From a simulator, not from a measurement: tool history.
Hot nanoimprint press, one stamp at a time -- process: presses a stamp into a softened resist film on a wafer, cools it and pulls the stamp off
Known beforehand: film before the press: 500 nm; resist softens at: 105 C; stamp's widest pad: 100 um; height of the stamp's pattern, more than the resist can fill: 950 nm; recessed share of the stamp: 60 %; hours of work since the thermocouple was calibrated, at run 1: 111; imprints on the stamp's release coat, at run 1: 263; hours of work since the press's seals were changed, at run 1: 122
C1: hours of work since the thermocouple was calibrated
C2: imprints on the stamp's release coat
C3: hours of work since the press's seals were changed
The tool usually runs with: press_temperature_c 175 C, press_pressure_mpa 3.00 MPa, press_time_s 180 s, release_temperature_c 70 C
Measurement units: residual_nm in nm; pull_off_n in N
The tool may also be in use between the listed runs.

{"run": 1, "hour": 0.0, "press_temperature_c": 175, "press_pressure_mpa": 3.0, "press_time_s": 180, "release_temperature_c": 70, "C1": 111, "C2": 263, "C3": 122, "residual_nm": 232.0, "pull_off_n": 142}
{"run": 2, "hour": 5.8, "press_temperature_c": 175, "press_pressure_mpa": 3.0, "press_time_s": 180, "release_temperature_c": 70, "C1": 114, "C2": 276, "C3": 125, "residual_nm": 234.1, "pull_off_n": 136}
{"run": 3, "hour": 11.2, "press_temperature_c": 175, "press_pressure_mpa": 3.0, "press_time_s": 180, "release_temperature_c": 70, "C1": 118, "C2": 289, "C3": 128, "residual_nm": 233.8, "pull_off_n": 137}
{"run": 4, "hour": 17.5, "press_temperature_c": 175, "press_pressure_mpa": 3.0, "press_time_s": 180, "release_temperature_c": 70, "C1": 121, "C2": 303, "C3": 132, "residual_nm": 230.6, "pull_off_n": 139}
{"run": 5, "hour": 24.5, "press_temperature_c": 175, "press_pressure_mpa": 3.0, "press_time_s": 199, "release_temperature_c": 70, "C1": 125, "C2": 319, "C3": 136, "residual_nm": 225.7, "pull_off_n": 141}
{"run": 6, "hour": 31.2, "press_temperature_c": 175, "press_pressure_mpa": 3.0, "press_time_s": 180, "release_temperature_c": 70, "C1": 129, "C2": 334, "C3": 140, "residual_nm": 231.2, "pull_off_n": 139}
{"run": 7, "hour": 41.5, "press_temperature_c": 175, "press_pressure_mpa": 3.0, "press_time_s": 180, "release_temperature_c": 70, "C1": 135, "C2": 357, "C3": 146, "residual_nm": 230.9, "pull_off_n": 143}
{"run": 8, "hour": 51.1, "press_temperature_c": 175, "press_pressure_mpa": 3.0, "press_time_s": 180, "release_temperature_c": 75, "C1": 141, "C2": 379, "C3": 151, "residual_nm": 234.0, "pull_off_n": 127}
{"run": 9, "hour": 62.5, "press_temperature_c": 175, "press_pressure_mpa": 3.0, "press_time_s": 180, "release_temperature_c": 75, "C1": 147, "C2": 405, "C3": 158, "residual_nm": 233.7, "pull_off_n": 127}
{"run": 10, "hour": 74.6, "press_temperature_c": 175, "press_pressure_mpa": 3.0, "press_time_s": 180, "release_temperature_c": 75, "C1": 154, "C2": 432, "C3": 165, "residual_nm": 233.2, "pull_off_n": 124}
{"run": 11, "hour": 82.2, "press_temperature_c": 175, "press_pressure_mpa": 3.0, "press_time_s": 180, "release_temperature_c": 75, "C1": 159, "C2": 449, "C3": 169, "residual_nm": 232.6, "pull_off_n": 126}
{"run": 12, "hour": 94.5, "press_temperature_c": 184, "press_pressure_mpa": 3.0, "press_time_s": 180, "release_temperature_c": 70, "C1": 166, "C2": 477, "C3": 177, "residual_nm": 149.7, "pull_off_n": 145}
{"run": 13, "hour": 102.6, "press_temperature_c": 175, "press_pressure_mpa": 3.0, "press_time_s": 99, "release_temperature_c": 70, "C1": 171, "C2": 495, "C3": 181, "residual_nm": 281.1, "pull_off_n": 142}
{"run": 14, "hour": 110.6, "press_temperature_c": 175, "press_pressure_mpa": 3.0, "press_time_s": 180, "release_temperature_c": 70, "C1": 175, "C2": 513, "C3": 186, "residual_nm": 230.9, "pull_off_n": 142}
{"run": 15, "hour": 121.7, "press_temperature_c": 175, "press_pressure_mpa": 3.0, "press_time_s": 180, "release_temperature_c": 70, "C1": 182, "C2": 538, "C3": 192, "residual_nm": 230.7, "pull_off_n": 144}
{"hour": 125.6, "done": "plate thermocouple calibrated"}
{"run": 16, "hour": 132.5, "press_temperature_c": 175, "press_pressure_mpa": 3.0, "press_time_s": 180, "release_temperature_c": 70, "C1": 4, "C2": 556, "C3": 197, "residual_nm": 231.1, "pull_off_n": 145}
{"run": 17, "hour": 144.7, "press_temperature_c": 165, "press_pressure_mpa": 2.44, "press_time_s": 180, "release_temperature_c": 60, "C1": 11, "C2": 583, "C3": 204, "residual_nm": 380.6, "pull_off_n": 180}
{"hour": 149.9, "done": "plate thermocouple calibrated, once more"}
{"run": 18, "hour": 153.4, "press_temperature_c": 165, "press_pressure_mpa": 2.44, "press_time_s": 180, "release_temperature_c": 60, "C1": 2, "C2": 596, "C3": 207, "residual_nm": 386.6, "pull_off_n": 180}
{"run": 19, "hour": 161.2, "press_temperature_c": 175, "press_pressure_mpa": 3.5, "press_time_s": 180, "release_temperature_c": 70, "C1": 7, "C2": 614, "C3": 212, "residual_nm": 216.4, "pull_off_n": 148}
{"run": 20, "hour": 172.7, "press_temperature_c": 175, "press_pressure_mpa": 3.5, "press_time_s": 180, "release_temperature_c": 70, "C1": 13, "C2": 640, "C3": 219, "residual_nm": 216.9, "pull_off_n": 148}
{"run": 21, "hour": 178.1, "press_temperature_c": 186, "press_pressure_mpa": 3.0, "press_time_s": 180, "release_temperature_c": 61, "C1": 16, "C2": 652, "C3": 222, "residual_nm": 138.2, "pull_off_n": 176}
{"run": 22, "hour": 184.2, "press_temperature_c": 177, "press_pressure_mpa": 4.58, "press_time_s": 180, "release_temperature_c": 76, "C1": 20, "C2": 666, "C3": 225, "residual_nm": 168.8, "pull_off_n": 128}
{"run": 23, "hour": 192.8, "press_temperature_c": 175, "press_pressure_mpa": 3.0, "press_time_s": 140, "release_temperature_c": 67, "C1": 25, "C2": 686, "C3": 230, "residual_nm": 254.8, "pull_off_n": 159}
{"run": 24, "hour": 203.8, "press_temperature_c": 175, "press_pressure_mpa": 3.0, "press_time_s": 140, "release_temperature_c": 67, "C1": 31, "C2": 710, "C3": 237, "residual_nm": 251.7, "pull_off_n": 159}
{"run": 25, "hour": 211.9, "press_temperature_c": 163, "press_pressure_mpa": 4.4, "press_time_s": 274, "release_temperature_c": 67, "C1": 36, "C2": 729, "C3": 241, "residual_nm": 306.8, "pull_off_n": 159}
{"run": 26, "hour": 218.0, "press_temperature_c": 163, "press_pressure_mpa": 4.4, "press_time_s": 274, "release_temperature_c": 67, "C1": 40, "C2": 742, "C3": 245, "residual_nm": 308.5, "pull_off_n": 159}
{"run": 27, "hour": 223.8, "press_temperature_c": 163, "press_pressure_mpa": 4.4, "press_time_s": 274, "release_temperature_c": 67, "C1": 43, "C2": 756, "C3": 248, "residual_nm": 307.8, "pull_off_n": 162}
{"run": 28, "hour": 229.2, "press_temperature_c": 163, "press_pressure_mpa": 4.4, "press_time_s": 274, "release_temperature_c": 67, "C1": 46, "C2": 768, "C3": 252, "residual_nm": 308.7, "pull_off_n": 161}
{"run": 29, "hour": 237.0, "press_temperature_c": 180, "press_pressure_mpa": 3.73, "press_time_s": 141, "release_temperature_c": 75, "C1": 51, "C2": 785, "C3": 256, "residual_nm": 177.9, "pull_off_n": 134}

3 options for the next run, each taken on its own from the tool as it stands now. Forecast them:
{"run": "A", "hour": 246.3, "press_temperature_c": 174, "press_pressure_mpa": 3.73, "press_time_s": 305, "release_temperature_c": 75, "C1": 56, "C2": 806, "C3": 261, "residual_nm": "?", "pull_off_n": "?"}
{"run": "B", "hour": 246.3, "press_temperature_c": 183, "press_pressure_mpa": 3.73, "press_time_s": 316, "release_temperature_c": 75, "C1": 56, "C2": 806, "C3": 261, "residual_nm": "?", "pull_off_n": "?"}
{"run": "C", "hour": 246.3, "press_temperature_c": 180, "press_pressure_mpa": 3.73, "press_time_s": 141, "release_temperature_c": 57, "C1": 56, "C2": 806, "C3": 261, "residual_nm": "?", "pull_off_n": "?"}

run=A residual_nm=179.9 pull_off_n=138
run=B residual_nm=112.8 pull_off_n=133
run=C residual_nm=176.6 pull_off_n=190
Without the tool's hidden state the same runs would have given:
run=A residual_nm=181.5 pull_off_n=122
run=B residual_nm=113.6 pull_off_n=117
run=C residual_nm=177.9 pull_off_n=167
